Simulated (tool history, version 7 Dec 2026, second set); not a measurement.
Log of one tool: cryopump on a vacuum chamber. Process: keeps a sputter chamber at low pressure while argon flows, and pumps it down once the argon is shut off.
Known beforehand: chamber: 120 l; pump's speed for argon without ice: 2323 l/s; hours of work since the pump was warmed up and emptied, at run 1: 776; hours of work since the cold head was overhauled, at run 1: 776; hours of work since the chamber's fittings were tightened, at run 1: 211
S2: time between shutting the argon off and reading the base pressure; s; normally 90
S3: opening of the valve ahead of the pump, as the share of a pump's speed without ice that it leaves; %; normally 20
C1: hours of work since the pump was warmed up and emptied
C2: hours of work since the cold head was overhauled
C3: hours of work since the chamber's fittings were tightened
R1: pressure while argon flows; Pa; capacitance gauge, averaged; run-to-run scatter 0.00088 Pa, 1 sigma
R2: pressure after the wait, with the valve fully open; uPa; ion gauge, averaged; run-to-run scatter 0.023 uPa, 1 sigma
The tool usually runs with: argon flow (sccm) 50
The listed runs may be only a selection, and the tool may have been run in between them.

run 1 day=0 | argon_flow_(sccm)=50 S2=90 S3=20 | C1=776 C2=776 C3=211 | R1=0.1945 R2=0.96
run 2 day=1.75 | argon_flow_(sccm)=99 S2=90 S3=20 | C1=800 C2=800 C3=235 | R1=0.3831 R2=0.95
run 3 day=3.108 | argon_flow_(sccm)=50 S2=90 S3=20 | C1=818 C2=818 C3=254 | R1=0.1932 R2=0.96
run 4 day=4.929 | argon_flow_(sccm)=50 S2=90 S3=20 | C1=843 C2=843 C3=279 | R1=0.1943 R2=1.06
run 5 day=6.883 | argon_flow_(sccm)=50 S2=90 S3=20 | C1=870 C2=870 C3=305 | R1=0.1951 R2=1.06
-- day=8.233 pump warmed up, emptied and cooled again
run 6 day=9.733 | argon_flow_(sccm)=50 S2=90 S3=20 | C1=21 C2=906 C3=342 | R1=0.1828 R2=0.92
run 7 day=11.817 | argon_flow_(sccm)=50 S2=90 S3=20 | C1=49 C2=935 C3=370 | R1=0.184 R2=0.94
run 8 day=14.204 | argon_flow_(sccm)=50 S2=90 S3=20 | C1=82 C2=967 C3=403 | R1=0.1845 R2=0.98
run 9 day=16.683 | argon_flow_(sccm)=50 S2=90 S3=20 | C1=116 C2=1001 C3=437 | R1=0.1836 R2=1.02
run 10 day=18.054 | argon_flow_(sccm)=50 S2=90 S3=20 | C1=135 C2=1020 C3=456 | R1=0.1835 R2=1.05
run 11 day=19.754 | argon_flow_(sccm)=50 S2=90 S3=20 | C1=158 C2=1043 C3=479 | R1=0.1845 R2=1.05
run 12 day=21.625 | argon_flow_(sccm)=50 S2=90 S3=20 | C1=183 C2=1069 C3=505 | R1=0.1852 R2=1.05
run 13 day=23.688 | argon_flow_(sccm)=50 S2=90 S3=20 | C1=212 C2=1097 C3=533 | R1=0.1857 R2=1.05
run 14 day=25.721 | argon_flow_(sccm)=35 S2=90 S3=20 | C1=240 C2=1125 C3=561 | R1=0.1302 R2=1.16
run 15 day=26.929 | argon_flow_(sccm)=35 S2=90 S3=20 | C1=256 C2=1142 C3=577 | R1=0.1301 R2=1.19
run 16 day=28.904 | argon_flow_(sccm)=35 S2=90 S3=20 | C1=283 C2=1169 C3=604 | R1=0.1308 R2=1.12
run 17 day=31.6 | argon_flow_(sccm)=35 S2=90 S3=20 | C1=320 C2=1206 C3=641 | R1=0.1309 R2=1.19
run 18 day=34.204 | argon_flow_(sccm)=31 S2=90 S3=29 | C1=356 C2=1241 C3=677 | R1=0.081 R2=1.2
run 19 day=36.142 | argon_flow_(sccm)=67 S2=270 S3=31 | C1=382 C2=1268 C3=703 | R1=0.1662 R2=0.86
run 20 day=38.146 | argon_flow_(sccm)=22 S2=90 S3=19 | C1=410 C2=1295 C3=731 | R1=0.0879 R2=1.27
run 21 day=39.996 | argon_flow_(sccm)=32 S2=90 S3=20 | C1=435 C2=1321 C3=756 | R1=0.121 R2=1.3
run 22 day=41.367 | argon_flow_(sccm)=33 S2=90 S3=20 | C1=454 C2=1339 C3=775 | R1=0.1245 R2=1.31
run 23 day=44 | argon_flow_(sccm)=26 S2=41 S3=20 | C1=490 C2=1376 C3=811 | R1=0.0986 R2=2.05
run 24 day=46 | argon_flow_(sccm)=52 S2=43 S3=52 | C1=517 C2=1403 C3=838 | R1=0.0814 R2=2.07
run 25 day=48.45 | argon_flow_(sccm)=38 S2=59 S3=16 | C1=551 C2=1437 C3=872 | R1=0.1814 R2=1.74
run 26 day=50.838 | argon_flow_(sccm)=29 S2=201 S3=32 | C1=584 C2=1469 C3=905 | R1=0.072 R2=1.13
run 27 day=52.783 | argon_flow_(sccm)=50 S2=281 S3=42 | C1=610 C2=1496 C3=931 | R1=0.0974 R2=1.08
run 28 day=54.867 | argon_flow_(sccm)=72 S2=100 S3=56 | C1=639 C2=1524 C3=960 | R1=0.1079 R2=1.41
run 29 day=56.2 | argon_flow_(sccm)=72 S2=100 S3=56 | C1=657 C2=1543 C3=978 | R1=0.1101 R2=1.49
run 30 day=58.888 | argon_flow_(sccm)=72 S2=100 S3=56 | C1=694 C2=1580 C3=1015 | R1=0.1097 R2=1.54
run 31 day=60.5 | argon_flow_(sccm)=72 S2=100 S3=56 | C1=716 C2=1602 C3=1037 | R1=0.1113 R2=1.57
run 32 day=61.979 | argon_flow_(sccm)=42 S2=90 S3=17 | C1=736 C2=1622 C3=1057 | R1=0.1905 R2=1.63
run 33 day=64.362 | argon_flow_(sccm)=42 S2=90 S3=17 | C1=769 C2=1655 C3=1090 | R1=0.1902 R2=1.69

Entry by entry between the runs, the difference in hidden state between the last listed run before and the first listed run after:
In the gap between runs 5 and 6: pump warmed up, emptied and cooled again (day 8.233)
  pump's speed, % of a pump's without ice: 73.2 -> 99.1; cold plate's temperature, K: 12.26 -> 12.27; leak into the chamber, uPa l/s: 748 -> 800
  measured minus no-state result, R1: +0.0135 -> +0.0005 Pa; R2: +0.32 -> +0.22 uPa
